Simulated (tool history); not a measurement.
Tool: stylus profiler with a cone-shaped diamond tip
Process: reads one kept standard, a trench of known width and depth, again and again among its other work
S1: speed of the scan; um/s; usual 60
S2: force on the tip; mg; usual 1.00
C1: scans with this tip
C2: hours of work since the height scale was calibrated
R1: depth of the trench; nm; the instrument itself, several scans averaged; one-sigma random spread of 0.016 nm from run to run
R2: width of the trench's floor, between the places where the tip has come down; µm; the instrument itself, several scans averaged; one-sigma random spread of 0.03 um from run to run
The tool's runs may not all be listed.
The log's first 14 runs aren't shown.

run,hour,S1,S2,C1,C2,R1,R2
15,367.7,141,1.00,772,74,100.58,27.86
16,386.8,141,1.00,867,83,100.62,27.82
17,412.6,141,2.28,997,95,101.06,27.99
18,429.7,141,2.28,1082,103,101.05,27.97
19,448.2,60,1.00,1175,112,100.59,28.14
20,480.6,60,1.00,1337,127,100.60,28.15
21,506.0,60,1.00,1464,140,100.60,28.13
22,529.6,60,1.00,1582,151,100.59,28.10
23,548.3,60,0.81,1675,160,100.48,28.04
24,564.5,185,2.06,1756,167,100.98,27.75
25,581.0,185,2.06,1839,175,100.98,27.79
26,599.2,185,2.32,1930,184,101.03,27.77
27,622.2,185,2.32,2045,195,101.06,27.78
28,642.1,16,0.61,2144,204,100.39,28.24
29,670.3,30,1.13,2285,218,100.65,28.20
30,703.3,28,1.30,2451,234,100.71,28.21
31,731.2,44,0.54,2590,247,100.40,28.01
32,754.1,28,1.00,2704,258,100.56,28.18
33,778.4,28,1.00,2826,269,100.55,28.17
34,807.8,48,0.38,2973,283,100.30,27.82
35,833.0,48,0.38,3099,295,100.27,27.86
36,856.0,48,0.38,3214,306,100.26,27.91

Expected results for the next run?
37,875.5,84,1.00,3311,316,?,?

R1: 100.56 nm
R2: 27.82 µm
On a tool with no hidden condition, and with the same random variation, this run would have come out at R1 100.62 nm, R2 28.17 µm.

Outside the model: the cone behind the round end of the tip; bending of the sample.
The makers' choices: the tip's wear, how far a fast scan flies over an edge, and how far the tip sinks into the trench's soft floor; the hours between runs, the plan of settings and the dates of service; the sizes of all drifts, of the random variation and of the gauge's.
